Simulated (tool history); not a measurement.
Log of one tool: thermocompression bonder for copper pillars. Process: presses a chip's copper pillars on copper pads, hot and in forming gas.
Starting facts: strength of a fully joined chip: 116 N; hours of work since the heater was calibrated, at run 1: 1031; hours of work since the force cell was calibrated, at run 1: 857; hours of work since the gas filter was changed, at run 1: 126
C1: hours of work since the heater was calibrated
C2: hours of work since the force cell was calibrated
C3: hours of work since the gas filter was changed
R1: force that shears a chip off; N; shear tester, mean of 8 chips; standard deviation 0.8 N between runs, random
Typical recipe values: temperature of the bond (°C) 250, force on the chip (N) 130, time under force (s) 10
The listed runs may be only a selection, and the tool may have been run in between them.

run 1 hour=0.0 | temperature_of_the_bond_(°C)=250 force_on_the_chip_(N)=130 time_under_force_(s)=10 | C1=1031 C2=857 C3=126 | R1=48.7
-- hour=16.3 forming gas filter changed
run 2 hour=49.0 | temperature_of_the_bond_(°C)=250 force_on_the_chip_(N)=130 time_under_force_(s)=10 | C1=1067 C2=893 C3=24 | R1=51.1
run 3 hour=105.7 | temperature_of_the_bond_(°C)=250 force_on_the_chip_(N)=130 time_under_force_(s)=10 | C1=1110 C2=935 C3=67 | R1=50.2
run 4 hour=158.8 | temperature_of_the_bond_(°C)=250 force_on_the_chip_(N)=130 time_under_force_(s)=18 | C1=1150 C2=975 C3=107 | R1=59.0
-- hour=200.8 forming gas filter changed
run 5 hour=202.2 | temperature_of_the_bond_(°C)=248 force_on_the_chip_(N)=130 time_under_force_(s)=10 | C1=1182 C2=1007 C3=1 | R1=50.4
run 6 hour=241.7 | temperature_of_the_bond_(°C)=248 force_on_the_chip_(N)=130 time_under_force_(s)=10 | C1=1211 C2=1036 C3=31 | R1=48.1
run 7 hour=267.7 | temperature_of_the_bond_(°C)=250 force_on_the_chip_(N)=130 time_under_force_(s)=10 | C1=1231 C2=1056 C3=50 | R1=49.6
run 8 hour=313.0 | temperature_of_the_bond_(°C)=250 force_on_the_chip_(N)=130 time_under_force_(s)=5 | C1=1264 C2=1090 C3=84 | R1=37.1
run 9 hour=359.7 | temperature_of_the_bond_(°C)=268 force_on_the_chip_(N)=130 time_under_force_(s)=5 | C1=1299 C2=1125 C3=119 | R1=48.7
-- hour=381.6 forming gas filter changed
run 10 hour=396.2 | temperature_of_the_bond_(°C)=251 force_on_the_chip_(N)=175 time_under_force_(s)=10 | C1=1326 C2=1151 C3=11 | R1=62.5
-- hour=421.3 heater calibrated with a thermocouple chip
run 11 hour=453.1 | temperature_of_the_bond_(°C)=250 force_on_the_chip_(N)=120 time_under_force_(s)=23 | C1=24 C2=1192 C3=52 | R1=72.1
run 12 hour=486.6 | temperature_of_the_bond_(°C)=250 force_on_the_chip_(N)=120 time_under_force_(s)=23 | C1=49 C2=1217 C3=77 | R1=70.5
run 13 hour=531.3 | temperature_of_the_bond_(°C)=250 force_on_the_chip_(N)=140 time_under_force_(s)=30 | C1=82 C2=1251 C3=110 | R1=79.4
-- hour=567.2 forming gas filter changed
run 14 hour=576.7 | temperature_of_the_bond_(°C)=240 force_on_the_chip_(N)=130 time_under_force_(s)=10 | C1=116 C2=1284 C3=7 | R1=50.1
run 15 hour=615.6 | temperature_of_the_bond_(°C)=227 force_on_the_chip_(N)=140 time_under_force_(s)=10 | C1=145 C2=1314 C3=36 | R1=40.1
run 16 hour=671.1 | temperature_of_the_bond_(°C)=250 force_on_the_chip_(N)=143 time_under_force_(s)=26 | C1=186 C2=1355 C3=78 | R1=79.5

Same runs, no hidden state in the tool, same run-to-run variation:
The tool's hidden condition here consists of: true temperature of the bond over the reading, C; force that reaches the chip, % of what is set; oxide that the forming gas leaves, % of the face; drift of the gauge itself on shear_n, %.
run=1 R1=63.7
run=2 R1=62.4
run=3 R1=63.7
run=4 R1=76.1
run=5 R1=62.1
run=6 R1=60.9
run=7 R1=63.5
run=8 R1=50.2
run=9 R1=65.7
run=10 R1=76.9
run=11 R1=77.7
run=12 R1=77.6
run=13 R1=89.3
run=14 R1=53.8
run=15 R1=44.4
run=16 R1=88.4
